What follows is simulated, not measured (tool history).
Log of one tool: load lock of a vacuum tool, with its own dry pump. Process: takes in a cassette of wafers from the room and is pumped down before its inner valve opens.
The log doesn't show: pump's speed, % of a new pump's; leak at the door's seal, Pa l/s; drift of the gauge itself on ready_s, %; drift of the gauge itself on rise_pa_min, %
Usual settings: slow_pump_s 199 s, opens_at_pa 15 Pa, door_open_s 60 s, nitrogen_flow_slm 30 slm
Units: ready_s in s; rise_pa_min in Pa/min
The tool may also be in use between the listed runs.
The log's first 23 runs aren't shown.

| run | hour | slow_pump_s | opens_at_pa | door_open_s | nitrogen_flow_slm | hours that the pump has run since its overhaul | times that the door has closed on its seal | incoming humidity of the room's air, % | ready_s | rise_pa_min |
|---|---|---|---|---|---|---|---|---|---|---|
| 24 | 11019.1 | 174 | 16 | 72 | 9 | 13764 | 42458 | 45.8 | 328.5 | 0.039 |
| 25 | 11371.5 | 174 | 16 | 72 | 9 | 14116 | 43545 | 46.2 | 331.2 | 0.035 |
| 26 | 11863.2 | 191 | 18 | 29 | 35 | 14608 | 45062 | 44.0 | 338.0 | 0.008 |
| 27 | 12373.2 | 199 | 17 | 70 | 5 | 15118 | 46635 | 44.4 | 347.8 | 0.044 |
| 28 | 12921.1 | 199 | 26 | 60 | 30 | 15666 | 48325 | 47.3 | 340.5 | 0.014 |
| 29 | 13318.4 | 121 | 27 | 60 | 7 | 16063 | 49551 | 48.6 | 270.8 | 0.038 |
| 30 | 13880.3 | 323 | 11 | 66 | 39 | 16625 | 51284 | 45.5 | 465.8 | 0.017 |
| 31 | 14513.8 | 323 | 11 | 66 | 39 | 17258 | 53238 | 46.0 | 468.5 | 0.013 |
| 32 | 14839.1 | 131 | 21 | 138 | 5 | 17584 | 54242 | 43.6 | 284.5 | 0.051 |
| 33 | 15371.9 | 131 | 16 | 28 | 5 | 18116 | 55885 | 45.3 | 290.0 | 0.034 |
| 34 | 15983.7 | 131 | 16 | 28 | 5 | 18728 | 57773 | 43.2 | 292.1 | 0.026 |
| 35 | 16621.6 | 131 | 16 | 212 | 24 | 19366 | 59740 | 45.0 | 290.9 | 0.032 |
| 36 | 17041.9 | 131 | 16 | 50 | 13 | 19786 | 61037 | 46.8 | 289.0 | 0.026 |

Forecast each of these 4 alternatives for the next run:
| A | 17580.8 | 390 | 16 | 50 | 13 | 20325 | 62700 | 44.5 | ? | ? |
| B | 17580.8 | 254 | 14 | 60 | 29 | 20325 | 62700 | 41.6 | ? | ? |
| C | 17580.8 | 105 | 15 | 97 | 5 | 20325 | 62700 | 43.4 | ? | ? |
| D | 17580.8 | 131 | 16 | 37 | 13 | 20325 | 62700 | 42.6 | ? | ? |

| run | ready_s | rise_pa_min |
|---|---|---|
| A | 515.7 | 0.020 |
| B | 400.5 | 0.016 |
| C | 267.1 | 0.047 |
| D | 288.4 | 0.022 |
Without the tool's hidden state the same runs would have given:
| run | ready_s | rise_pa_min |
|---|---|---|
| A | 515.6 | 0.019 |
| B | 400.4 | 0.015 |
| C | 267.0 | 0.046 |
| D | 288.3 | 0.021 |

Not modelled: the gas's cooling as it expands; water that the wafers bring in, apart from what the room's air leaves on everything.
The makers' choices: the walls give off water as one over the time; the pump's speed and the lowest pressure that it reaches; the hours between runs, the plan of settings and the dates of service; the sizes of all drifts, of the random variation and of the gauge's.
